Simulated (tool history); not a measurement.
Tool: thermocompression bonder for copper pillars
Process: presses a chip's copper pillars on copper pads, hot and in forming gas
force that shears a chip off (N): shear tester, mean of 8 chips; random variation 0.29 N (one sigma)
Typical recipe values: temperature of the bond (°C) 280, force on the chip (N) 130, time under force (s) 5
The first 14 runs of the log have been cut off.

| run | day | temperature of the bond (°C) | force on the chip (N) | time under force (s) | force that shears a chip off (N) |
|---|---|---|---|---|---|
| 15 | 19.829 | 280 | 130 | 5 | 24.5 |
|  | 20.221 | forming gas filter changed |
| 16 | 20.904 | 280 | 130 | 12 | 36.9 |
| 17 | 21.879 | 280 | 130 | 12 | 36.6 |
| 18 | 23.071 | 259 | 130 | 5 | 18.4 |
| 19 | 24.875 | 259 | 130 | 5 | 17.9 |
|  | 26.221 | heater calibrated with a thermocouple chip |
| 20 | 26.521 | 280 | 187 | 5 | 41.8 |
| 21 | 27.962 | 280 | 113 | 9 | 32.4 |
| 22 | 28.796 | 280 | 159 | 3 | 28.8 |
| 23 | 30.542 | 268 | 178 | 5 | 32.5 |
| 24 | 31.638 | 268 | 178 | 5 | 32.3 |
| 25 | 32.425 | 256 | 175 | 3 | 21.4 |
| 26 | 33.979 | 256 | 175 | 3 | 21.5 |
| 27 | 35.246 | 256 | 175 | 3 | 21.4 |
| 28 | 36.596 | 256 | 175 | 3 | 20.6 |
| 29 | 38.188 | 253 | 90 | 12 | 17.9 |
| 30 | 39.079 | 271 | 135 | 7 | 28 |
|  | 39.679 | forming gas filter changed |
|  | 39.904 | force cell calibrated |
| 31 | 39.933 | 271 | 135 | 7 | 28.8 |
| 32 | 41.412 | 300 | 123 | 5 | 33.7 |
| 33 | 42.362 | 300 | 123 | 5 | 33.4 |
| 34 | 43.712 | 296 | 79 | 4 | 19.3 |
| 35 | 45.329 | 296 | 79 | 4 | 18.5 |
| 36 | 47.017 | 296 | 79 | 4 | 18 |
| 37 | 47.788 | 262 | 130 | 5 | 19.4 |
| 38 | 49.088 | 262 | 130 | 5 | 19.5 |
| 39 | 50.167 | 285 | 101 | 7 | 24.7 |

Each row is a separate what-if for the run after 39, all from the same tool condition, not one after another. Results?
| A | 51.512 | 263 | 92 | 3 | ? |
| B | 51.512 | 273 | 179 | 4 | ? |
| C | 51.512 | 285 | 101 | 7 | ? |
| D | 51.512 | 285 | 155 | 4 | ? |

| run | force that shears a chip off (N) |
|---|---|
| A | 10.6 |
| B | 29.1 |
| C | 24.6 |
| D | 29 |
Stripped of hidden state, with their random variation kept, the same runs would have yielded:
| run | force that shears a chip off (N) |
|---|---|
| A | 13 |
| B | 34.7 |
| C | 29.3 |
| D | 34.4 |
